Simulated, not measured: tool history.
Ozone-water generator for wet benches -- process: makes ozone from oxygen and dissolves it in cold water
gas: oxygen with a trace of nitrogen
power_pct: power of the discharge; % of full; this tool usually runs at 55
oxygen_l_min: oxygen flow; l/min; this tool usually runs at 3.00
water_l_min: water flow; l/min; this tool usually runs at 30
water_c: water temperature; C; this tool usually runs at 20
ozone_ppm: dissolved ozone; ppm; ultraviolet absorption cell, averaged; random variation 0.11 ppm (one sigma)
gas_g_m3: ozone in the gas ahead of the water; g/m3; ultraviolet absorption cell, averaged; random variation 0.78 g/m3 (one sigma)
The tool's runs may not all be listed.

run,hour,power_pct,oxygen_l_min,water_l_min,water_c,ozone_ppm,gas_g_m3
1,0.0,55,3.00,30,20,5.7,118.6
2,130.8,55,3.00,30,20,5.7,117.7
3,208.8,55,3.00,30,20,5.6,117.8
4,332.2,55,3.00,41,20,3.9,117.2
5,436.9,55,3.00,41,20,4.0,117.4
6,523.0,55,4.62,30,20,5.7,87.4
7,597.8,55,4.62,30,20,5.6,88.5
8,685.8,55,4.62,30,20,5.7,87.9
9,779.8,55,2.71,30,20,5.4,125.6
10,874.5,59,1.99,35,20,4.7,161.9
11,977.3,60,1.99,45,20,3.5,161.6

Run 12 comes next. What will it give?
# hour 992.8: contactor cleaned
12,1089.7,72,2.07,34,15,?,?

{"run 12": {"ozone_ppm": 5.6, "gas_g_m3": 180.3}}
If the tool had no hidden condition, the same run with the same run-to-run variation would have returned ozone_ppm 6.0 ppm, gas_g_m3 185.9 g/m3.

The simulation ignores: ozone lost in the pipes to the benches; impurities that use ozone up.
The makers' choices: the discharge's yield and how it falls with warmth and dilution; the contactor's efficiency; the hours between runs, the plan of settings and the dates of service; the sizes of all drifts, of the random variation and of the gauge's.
